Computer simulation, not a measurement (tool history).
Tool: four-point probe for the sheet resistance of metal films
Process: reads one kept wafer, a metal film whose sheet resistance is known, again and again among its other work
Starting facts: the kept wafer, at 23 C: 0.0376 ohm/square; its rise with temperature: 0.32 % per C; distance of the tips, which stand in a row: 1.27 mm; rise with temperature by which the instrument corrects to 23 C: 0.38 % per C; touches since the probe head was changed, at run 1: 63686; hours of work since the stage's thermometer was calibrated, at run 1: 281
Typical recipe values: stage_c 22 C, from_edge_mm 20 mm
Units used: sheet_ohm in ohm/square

run,hour,stage_c,from_edge_mm,touches since the probe head was changed,hours of work since the stage's thermometer was calibrated,sheet_ohm
1,0.0,22,20,63686,281,0.037679
2,17.4,22,20,64432,289,0.037666
3,38.8,22,20,65352,300,0.037678
4,65.8,22,20,66509,313,0.037676
5,83.1,22,18,67254,322,0.037684
6,108.4,22,20,68338,334,0.037673
7,130.6,32,20,69292,345,0.037441
8,158.6,32,20,70492,359,0.037447
9,177.4,22,20,71299,368,0.037677
10,193.2,22,20,71981,376,0.037670
11,209.2,30,20,72665,384,0.037491
12,241.5,30,20,74052,400,0.037479
13,255.3,30,20,74645,406,0.037487
14,287.9,30,20,76042,422,0.037493
15,314.4,22,71,77180,435,0.037587
16,341.1,22,71,78325,449,0.037575
17,372.6,22,71,79681,464,0.037572
18,406.9,28,24,81150,481,0.037493
19,423.7,23,25,81874,489,0.037605
20,451.1,20,34,83048,503,0.037649
# hour 453.6: stage's thermometer calibrated
21,471.4,20,34,83897,9,0.037638
22,487.8,20,74,84602,17,0.037619
23,504.4,20,74,85316,25,0.037617
24,520.9,31,3,86022,33,0.040617
# hour 552.6: stage's thermometer calibrated, once more
25,554.4,19,26,87437,1,0.037686
26,572.6,19,26,88219,10,0.037706
27,593.2,18,5,89104,20,0.038919
28,619.3,18,5,90223,33,0.038920
29,646.5,19,20,91394,46,0.037716
30,675.9,33,48,92655,61,0.037347
31,697.5,29,7,93580,71,0.038059
32,711.3,29,7,94176,78,0.038059
33,741.4,29,7,95464,93,0.038061

Some steps in sheet_ohm between neighbouring runs. How much of each would the tool show without its hidden state too (settings, what came in, random variation), and how much is left for the hidden state, with any gauge scatter that isn't in both results?
Hidden conditions of the tool in this case: inner tips' distance over the nominal, %; tips' flats over new ones', %; wafer's true temperature over the reading, C; drift of the gauge itself on sheet_ohm, %.
Run 20 -> 21: stage's thermometer calibrated. sheet_ohm -0.000011 ohm/square: hidden state -0.000004, all else -0.000007.
Run 23 -> 24: stage_c 20 -> 31, from_edge_mm 74 -> 3. sheet_ohm +0.003000 ohm/square: hidden state -0.000006, all else +0.003006.
Run 24 -> 25: stage_c 31 -> 19, from_edge_mm 3 -> 26, stage's thermometer calibrated, once more. sheet_ohm -0.002931 ohm/square: hidden state +0.000016, all else -0.002947.
Run 26 -> 27: stage_c 19 -> 18, from_edge_mm 26 -> 5. sheet_ohm +0.001213 ohm/square: hidden state -0.000002, all else +0.001215.
